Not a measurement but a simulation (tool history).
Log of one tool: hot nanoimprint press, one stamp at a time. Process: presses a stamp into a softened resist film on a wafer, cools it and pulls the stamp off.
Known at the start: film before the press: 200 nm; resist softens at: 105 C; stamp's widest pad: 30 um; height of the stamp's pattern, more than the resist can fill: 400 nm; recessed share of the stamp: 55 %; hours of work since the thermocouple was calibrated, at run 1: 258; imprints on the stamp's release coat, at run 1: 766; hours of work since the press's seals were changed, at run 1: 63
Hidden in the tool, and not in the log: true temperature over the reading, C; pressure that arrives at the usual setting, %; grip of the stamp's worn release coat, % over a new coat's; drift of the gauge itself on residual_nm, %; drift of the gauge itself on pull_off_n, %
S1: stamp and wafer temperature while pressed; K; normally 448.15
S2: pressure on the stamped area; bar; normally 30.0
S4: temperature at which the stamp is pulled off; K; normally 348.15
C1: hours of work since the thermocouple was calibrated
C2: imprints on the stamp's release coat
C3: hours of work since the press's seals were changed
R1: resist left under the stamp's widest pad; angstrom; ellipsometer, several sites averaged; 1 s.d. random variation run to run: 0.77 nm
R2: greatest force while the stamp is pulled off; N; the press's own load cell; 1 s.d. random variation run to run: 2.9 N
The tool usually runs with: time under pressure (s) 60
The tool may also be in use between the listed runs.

run 1 day=0.000 | S1=448.15 S2=30.0 time_under_pressure_(s)=60 S4=348.15 | C1=258 C2=766 C3=63 | R1=969 R2=141
run 2 day=0.546 | S1=448.15 S2=30.0 time_under_pressure_(s)=60 S4=348.15 | C1=267 C2=814 C3=72 | R1=976 R2=140
run 3 day=1.292 | S1=448.15 S2=26.0 time_under_pressure_(s)=60 S4=348.15 | C1=279 C2=881 C3=83 | R1=1029 R2=140
run 4 day=2.071 | S1=448.15 S2=26.0 time_under_pressure_(s)=60 S4=348.15 | C1=291 C2=951 C3=96 | R1=1039 R2=139
run 5 day=3.004 | S1=448.15 S2=26.0 time_under_pressure_(s)=60 S4=348.15 | C1=306 C2=1034 C3=110 | R1=1039 R2=134
run 6 day=3.929 | S1=448.15 S2=26.0 time_under_pressure_(s)=60 S4=348.15 | C1=320 C2=1117 C3=125 | R1=1025 R2=133
run 7 day=4.688 | S1=448.15 S2=26.0 time_under_pressure_(s)=60 S4=348.15 | C1=332 C2=1185 C3=137 | R1=1033 R2=139
run 8 day=5.629 | S1=448.15 S2=26.0 time_under_pressure_(s)=60 S4=348.15 | C1=347 C2=1268 C3=151 | R1=1035 R2=137
run 9 day=6.421 | S1=448.15 S2=30.0 time_under_pressure_(s)=60 S4=348.15 | C1=359 C2=1339 C3=164 | R1=970 R2=140
run 10 day=7.550 | S1=448.15 S2=30.0 time_under_pressure_(s)=60 S4=348.15 | C1=377 C2=1440 C3=182 | R1=981 R2=131
run 11 day=8.417 | S1=448.15 S2=30.0 time_under_pressure_(s)=60 S4=348.15 | C1=391 C2=1517 C3=195 | R1=978 R2=140
run 12 day=9.062 | S1=448.15 S2=30.0 time_under_pressure_(s)=60 S4=348.15 | C1=401 C2=1575 C3=205 | R1=978 R2=143
run 13 day=10.017 | S1=448.15 S2=30.0 time_under_pressure_(s)=60 S4=348.15 | C1=416 C2=1660 C3=220 | R1=980 R2=137
run 14 day=10.817 | S1=448.15 S2=30.0 time_under_pressure_(s)=60 S4=348.15 | C1=428 C2=1732 C3=233 | R1=963 R2=135
run 15 day=11.421 | S1=448.15 S2=30.0 time_under_pressure_(s)=60 S4=348.15 | C1=438 C2=1786 C3=243 | R1=979 R2=132
run 16 day=12.412 | S1=448.15 S2=30.0 time_under_pressure_(s)=75 S4=352.15 | C1=454 C2=1874 C3=258 | R1=896 R2=128
run 17 day=13.079 | S1=457.15 S2=28.3 time_under_pressure_(s)=37 S4=348.15 | C1=464 C2=1934 C3=269 | R1=829 R2=145
run 18 day=13.558 | S1=457.15 S2=28.3 time_under_pressure_(s)=37 S4=348.15 | C1=472 C2=1977 C3=276 | R1=831 R2=141
run 19 day=14.521 | S1=457.15 S2=20.1 time_under_pressure_(s)=67 S4=348.15 | C1=487 C2=2063 C3=291 | R1=750 R2=140
run 20 day=15.421 | S1=444.15 S2=20.1 time_under_pressure_(s)=67 S4=348.15 | C1=501 C2=2143 C3=305 | R1=1282 R2=140
run 21 day=16.346 | S1=444.15 S2=24.0 time_under_pressure_(s)=67 S4=349.15 | C1=515 C2=2226 C3=320 | R1=1207 R2=135
run 22 day=16.954 | S1=444.15 S2=18.1 time_under_pressure_(s)=67 S4=349.15 | C1=525 C2=2280 C3=329 | R1=1315 R2=142
-- day=17.821 stamp cleaned and given a new release coat
run 23 day=18.054 | S1=444.15 S2=18.1 time_under_pressure_(s)=67 S4=349.15 | C1=538 C2=21 C3=343 | R1=1307 R2=139
run 24 day=18.842 | S1=444.15 S2=18.1 time_under_pressure_(s)=67 S4=349.15 | C1=551 C2=91 C3=355 | R1=1307 R2=138
-- day=19.204 plate thermocouple calibrated
run 25 day=19.967 | S1=448.15 S2=30.0 time_under_pressure_(s)=35 S4=348.15 | C1=12 C2=180 C3=371 | R1=1174 R2=143
run 26 day=20.650 | S1=448.15 S2=30.0 time_under_pressure_(s)=39 S4=340.15 | C1=23 C2=241 C3=382 | R1=1136 R2=149
run 27 day=21.571 | S1=450.15 S2=30.0 time_under_pressure_(s)=35 S4=340.15 | C1=37 C2=323 C3=396 | R1=1084 R2=155
run 28 day=22.696 | S1=448.15 S2=43.3 time_under_pressure_(s)=97 S4=348.15 | C1=55 C2=424 C3=414 | R1=671 R2=137
run 29 day=23.588 | S1=443.15 S2=30.0 time_under_pressure_(s)=103 S4=334.15 | C1=69 C2=503 C3=428 | R1=1009 R2=161
run 30 day=24.121 | S1=443.15 S2=30.0 time_under_pressure_(s)=103 S4=334.15 | C1=77 C2=551 C3=436 | R1=998 R2=164

What differs in the tool's unlogged condition from the final listed run ahead of each entry between runs to the first listed run following it?
Logged between run 22 and run 23: stamp cleaned and given a new release coat (day 17.821)
  grip of the stamp's worn release coat, % over a new coat's: 0.9 -> 0
Logged between run 24 and run 25: plate thermocouple calibrated (day 19.204)
  true temperature over the reading, C: 0.06 -> 0; grip of the stamp's worn release coat, % over a new coat's: 0 -> 0.1

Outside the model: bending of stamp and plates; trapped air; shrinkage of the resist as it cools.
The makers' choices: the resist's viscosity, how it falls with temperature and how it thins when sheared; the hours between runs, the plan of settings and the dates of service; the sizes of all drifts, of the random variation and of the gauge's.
